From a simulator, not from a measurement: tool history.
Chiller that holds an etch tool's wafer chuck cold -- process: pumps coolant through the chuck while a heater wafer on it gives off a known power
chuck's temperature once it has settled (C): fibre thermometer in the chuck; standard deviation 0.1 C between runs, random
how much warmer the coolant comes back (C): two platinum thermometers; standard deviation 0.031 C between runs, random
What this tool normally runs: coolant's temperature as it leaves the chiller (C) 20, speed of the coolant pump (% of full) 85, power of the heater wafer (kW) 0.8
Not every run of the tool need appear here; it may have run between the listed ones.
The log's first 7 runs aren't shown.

run   hour  coolant's temperature as it leaves the chiller (C)  speed of the coolant pump (% of full)  power of the heater wafer (kW)  hours since the coolant was changed and the channels were flushed  hours since the pump was overhauled  hours since the chiller's thermometer was calibrated  chuck's temperature once it has settled (C)  how much warmer the coolant comes back (C)
  8  224.1                                                  20                                     85                             0.8                                                               3630                                 1503                                                  2108                                         27.2                                        2.69
  9  262.4                                                  20                                     85                           0.958                                                               3668                                 1541                                                  2147                                         28.4                                        3.23
 10  284.7                                                  20                                     85                             0.8                                                               3690                                 1564                                                  2169                                         27.2                                        2.69
 11  325.2                                                  20                                     85                           1.091                                                               3731                                 1604                                                  2209                                         29.6                                        3.67
 12  373.2                                                  20                                     85                             0.8                                                               3779                                 1652                                                  2257                                         27.2                                        2.73
 13  415.4                                                  20                                     85                             0.8                                                               3821                                 1694                                                  2299                                         27.1                                        2.63
     435.1  -- coolant changed, channels flushed
 14  469.2                                                  20                                     85                             0.8                                                                 34                                 1742                                                  2347                                         27.4                                        2.71
 15  517.7                                                  24                                     85                             0.8                                                                 83                                 1791                                                  2396                                         31.1                                        2.73
 16  552.9                                                  20                                     85                             0.8                                                                118                                 1826                                                  2431                                           27                                         2.7
 17  596.9                                                  20                                     85                             0.8                                                                162                                 1870                                                  2475                                         27.1                                        2.68
 18    629                                                  22                                     97                           0.443                                                                194                                 1902                                                  2507                                         25.6                                        1.28
 19  655.2                                                  13                                     75                           0.669                                                                220                                 1928                                                  2533                                         19.6                                        2.58
 20  684.5                                                  13                                     83                           0.669                                                                249                                 1957                                                  2563                                         19.1                                        2.28

The next listed run, before its measurement:
 21  723.6                                                  16                                     67                           0.912                                                                289                                 1996                                                  2602                                            ?                                           ?

Run 21 gave chuck's temperature once it has settled (C) 25.5, how much warmer the coolant comes back (C) 3.97.
Minus the tool's unlogged condition, the same run would have read chuck's temperature once it has settled (C) 25.5, how much warmer the coolant comes back (C) 3.97.

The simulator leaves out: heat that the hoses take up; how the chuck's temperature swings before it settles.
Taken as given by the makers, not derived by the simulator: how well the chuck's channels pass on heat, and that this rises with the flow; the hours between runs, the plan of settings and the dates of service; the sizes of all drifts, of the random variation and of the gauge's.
